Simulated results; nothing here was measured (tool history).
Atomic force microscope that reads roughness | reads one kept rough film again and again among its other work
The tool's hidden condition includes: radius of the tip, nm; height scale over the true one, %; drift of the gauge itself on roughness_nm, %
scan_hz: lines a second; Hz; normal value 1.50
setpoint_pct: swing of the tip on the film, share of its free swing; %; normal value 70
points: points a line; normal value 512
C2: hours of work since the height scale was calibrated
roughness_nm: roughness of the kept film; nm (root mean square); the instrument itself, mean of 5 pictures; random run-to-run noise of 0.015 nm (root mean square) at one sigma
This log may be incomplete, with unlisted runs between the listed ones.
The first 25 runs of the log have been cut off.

At hour 166.4: new tip fitted.
Run 26, hour 170.7: usual settings but scan_hz 0.67 Hz; pictures with this tip 3; C2 77. Result: roughness_nm 3.667 nm (root mean square).
Run 27, hour 179.9: usual settings but scan_hz 0.67 Hz; pictures with this tip 11; C2 81. Result: roughness_nm 3.667 nm (root mean square).
Run 28, hour 189.0: usual settings but scan_hz 0.67 Hz; pictures with this tip 18; C2 85. Result: roughness_nm 3.646 nm (root mean square).
Run 29, hour 193.8: usual settings but scan_hz 0.67 Hz; pictures with this tip 22; C2 87. Result: roughness_nm 3.650 nm (root mean square).
Run 30, hour 198.5: usual settings but scan_hz 0.67 Hz; pictures with this tip 26; C2 89. Result: roughness_nm 3.615 nm (root mean square).
Run 31, hour 206.4: usual settings but scan_hz 0.66 Hz, setpoint_pct 85 %, points 386; pictures with this tip 33; C2 92. Result: roughness_nm 3.410 nm (root mean square).
Run 32, hour 213.3: usual settings but scan_hz 0.66 Hz, setpoint_pct 85 %, points 386; pictures with this tip 38; C2 95. Result: roughness_nm 3.380 nm (root mean square).
Run 33, hour 219.3: usual settings but scan_hz 3.21 Hz, setpoint_pct 85 %, points 984; pictures with this tip 43; C2 97. Result: roughness_nm 2.573 nm (root mean square).
Run 34, hour 223.9: usual settings but scan_hz 0.75 Hz, setpoint_pct 55 %, points 313; pictures with this tip 47; C2 99. Result: roughness_nm 3.606 nm (root mean square).
Run 35, hour 229.4: usual settings but setpoint_pct 82 %, points 896; pictures with this tip 52; C2 101. Result: roughness_nm 3.116 nm (root mean square).
Run 36, hour 237.0: usual settings; pictures with this tip 58; C2 104. Result: roughness_nm 3.354 nm (root mean square).
Run 37, hour 244.1: usual settings; pictures with this tip 64; C2 107. Result: roughness_nm 3.295 nm (root mean square).
Run 38, hour 251.1: usual settings; pictures with this tip 69; C2 110. Result: roughness_nm 3.277 nm (root mean square).
Run 39, hour 259.2: usual settings but scan_hz 1.64 Hz, setpoint_pct 83 %, points 308; pictures with this tip 76; C2 113. Result: roughness_nm 2.948 nm (root mean square).
Run 40, hour 264.3: usual settings but scan_hz 2.79 Hz, setpoint_pct 83 %, points 585; pictures with this tip 80; C2 116. Result: roughness_nm 2.636 nm (root mean square).
Run 41, hour 270.2: usual settings but scan_hz 1.68 Hz, setpoint_pct 78 %, points 997; pictures with this tip 85; C2 118. Result: roughness_nm 3.055 nm (root mean square).
At hour 272.5: new tip fitted.
Run 42, hour 280.8: usual settings but scan_hz 3.05 Hz, points 1009; pictures with this tip 6; C2 122. Result: roughness_nm 3.222 nm (root mean square).
Run 43, hour 289.5: usual settings but scan_hz 0.85 Hz; pictures with this tip 14; C2 126. Result: roughness_nm 3.605 nm (root mean square).
Run 44, hour 293.6: usual settings but scan_hz 2.20 Hz, setpoint_pct 60 %, points 991; pictures with this tip 17; C2 127. Result: roughness_nm 3.540 nm (root mean square).
Run 45, hour 298.1: usual settings but scan_hz 1.05 Hz, points 377; pictures with this tip 21; C2 129. Result: roughness_nm 3.512 nm (root mean square).
Run 46, hour 304.5: usual settings but points 425; pictures with this tip 26; C2 132. Result: roughness_nm 3.430 nm (root mean square).
Run 47, hour 311.8: usual settings but scan_hz 2.12 Hz, setpoint_pct 81 %, points 425; pictures with this tip 32; C2 135. Result: roughness_nm 3.007 nm (root mean square).
Run 48, hour 319.4: usual settings but scan_hz 2.12 Hz, setpoint_pct 81 %, points 425; pictures with this tip 38; C2 138. Result: roughness_nm 2.997 nm (root mean square).
Run 49, hour 329.2: usual settings but scan_hz 1.15 Hz, setpoint_pct 64 %; pictures with this tip 46; C2 142. Result: roughness_nm 3.516 nm (root mean square).
Run 50, hour 334.7: usual settings but scan_hz 3.08 Hz, setpoint_pct 71 %, points 799; pictures with this tip 51; C2 144. Result: roughness_nm 3.039 nm (root mean square).

Forecast each of these 3 alternatives for the next run:
Run A, hour 339.7: usual settings but scan_hz 1.91 Hz, setpoint_pct 86 %, points 288; pictures with this tip 55; C2 146. Result: roughness_nm ?.
Run B, hour 339.7: usual settings but points 342; pictures with this tip 55; C2 146. Result: roughness_nm ?.
Run C, hour 339.7: usual settings but scan_hz 2.12 Hz, setpoint_pct 80 %, points 575; pictures with this tip 55; C2 146. Result: roughness_nm ?.

run  roughness_nm
  A         2.839
  B         3.315
  C         3.002
Without the tool's unlogged condition, the same runs would have read:
run  roughness_nm
  A         3.021
  B         3.526
  C         3.194
